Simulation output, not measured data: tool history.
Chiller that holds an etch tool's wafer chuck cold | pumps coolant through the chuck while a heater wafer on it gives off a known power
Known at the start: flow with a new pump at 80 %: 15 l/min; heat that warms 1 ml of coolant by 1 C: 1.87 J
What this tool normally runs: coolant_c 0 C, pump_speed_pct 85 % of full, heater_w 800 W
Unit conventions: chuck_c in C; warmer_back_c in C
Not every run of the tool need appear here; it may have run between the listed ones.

| run | hour | coolant_c | pump_speed_pct | heater_w | chuck_c | warmer_back_c |
|---|---|---|---|---|---|---|
| 1 | 0.0 | 0 | 85 | 800 | 7.9 | 1.77 |
|  | 116.3 | coolant changed, channels flushed |
| 2 | 116.3 | 0 | 85 | 800 | 7.3 | 1.78 |
| 3 | 315.0 | 0 | 69 | 800 | 8.4 | 2.18 |
| 4 | 506.6 | 0 | 69 | 800 | 8.4 | 2.22 |
| 5 | 627.1 | 0 | 99 | 800 | 6.7 | 1.52 |
| 6 | 790.8 | 0 | 99 | 800 | 7.0 | 1.49 |
| 7 | 896.3 | 0 | 85 | 800 | 7.7 | 1.83 |
| 8 | 1062.4 | 0 | 85 | 800 | 7.6 | 1.83 |
|  | 1156.6 | coolant pump overhauled |
| 9 | 1248.9 | 0 | 85 | 800 | 7.1 | 1.62 |
| 10 | 1422.1 | 0 | 85 | 800 | 7.2 | 1.63 |
| 11 | 1508.5 | 0 | 94 | 800 | 7.0 | 1.40 |
| 12 | 1654.8 | 0 | 94 | 800 | 6.7 | 1.42 |
| 13 | 1738.2 | -6 | 85 | 800 | 1.4 | 1.65 |
| 14 | 1908.3 | -6 | 85 | 800 | 1.5 | 1.61 |
| 15 | 2073.5 | 0 | 85 | 800 | 7.4 | 1.67 |
| 16 | 2185.0 | -7 | 85 | 800 | 0.7 | 1.62 |
|  | 2238.8 | chiller's thermometer calibrated |
| 17 | 2376.9 | 0 | 85 | 426 | 3.4 | 0.86 |
| 18 | 2547.6 | -2 | 76 | 426 | 2.0 | 0.99 |
| 19 | 2675.0 | -10 | 90 | 457 | -6.4 | 0.92 |
| 20 | 2880.5 | 6 | 74 | 591 | 11.5 | 1.41 |
| 21 | 2983.2 | 6 | 74 | 591 | 11.4 | 1.43 |
| 22 | 3165.1 | -10 | 72 | 514 | -4.8 | 1.24 |
| 23 | 3330.4 | -8 | 62 | 998 | 2.9 | 2.93 |
| 24 | 3516.9 | 0 | 86 | 789 | 6.9 | 1.67 |
| 25 | 3600.7 | 1 | 83 | 569 | 6.2 | 1.29 |
| 26 | 3764.0 | 1 | 83 | 569 | 6.2 | 1.25 |
| 27 | 3900.9 | -9 | 68 | 431 | -4.3 | 1.13 |
| 28 | 4026.0 | 2 | 68 | 798 | 10.5 | 2.13 |
| 29 | 4213.0 | -4 | 75 | 436 | 0.6 | 1.04 |
| 30 | 4299.7 | -10 | 92 | 720 | -3.7 | 1.42 |
| 31 | 4431.3 | -10 | 92 | 720 | -3.7 | 1.45 |

3 ways to go on from here, each from the tool as it stands after run 31. What would each give?
|  | 4564.4 | coolant changed, channels flushed |
| A | 4564.4 | 7 | 87 | 1149 | ? | ? |
|  | 4564.4 | coolant changed, channels flushed |
| B | 4564.4 | 4 | 92 | 852 | ? | ? |
|  | 4564.4 | coolant changed, channels flushed |
| C | 4564.4 | 0 | 89 | 693 | ? | ? |

| run | chuck_c | warmer_back_c |
|---|---|---|
| A | 16.4 | 2.48 |
| B | 10.8 | 1.66 |
| C | 6.0 | 1.44 |
Without the tool's unlogged condition, the same runs would have read:
| run | chuck_c | warmer_back_c |
|---|---|---|
| A | 15.4 | 2.29 |
| B | 10.0 | 1.53 |
| C | 5.2 | 1.33 |
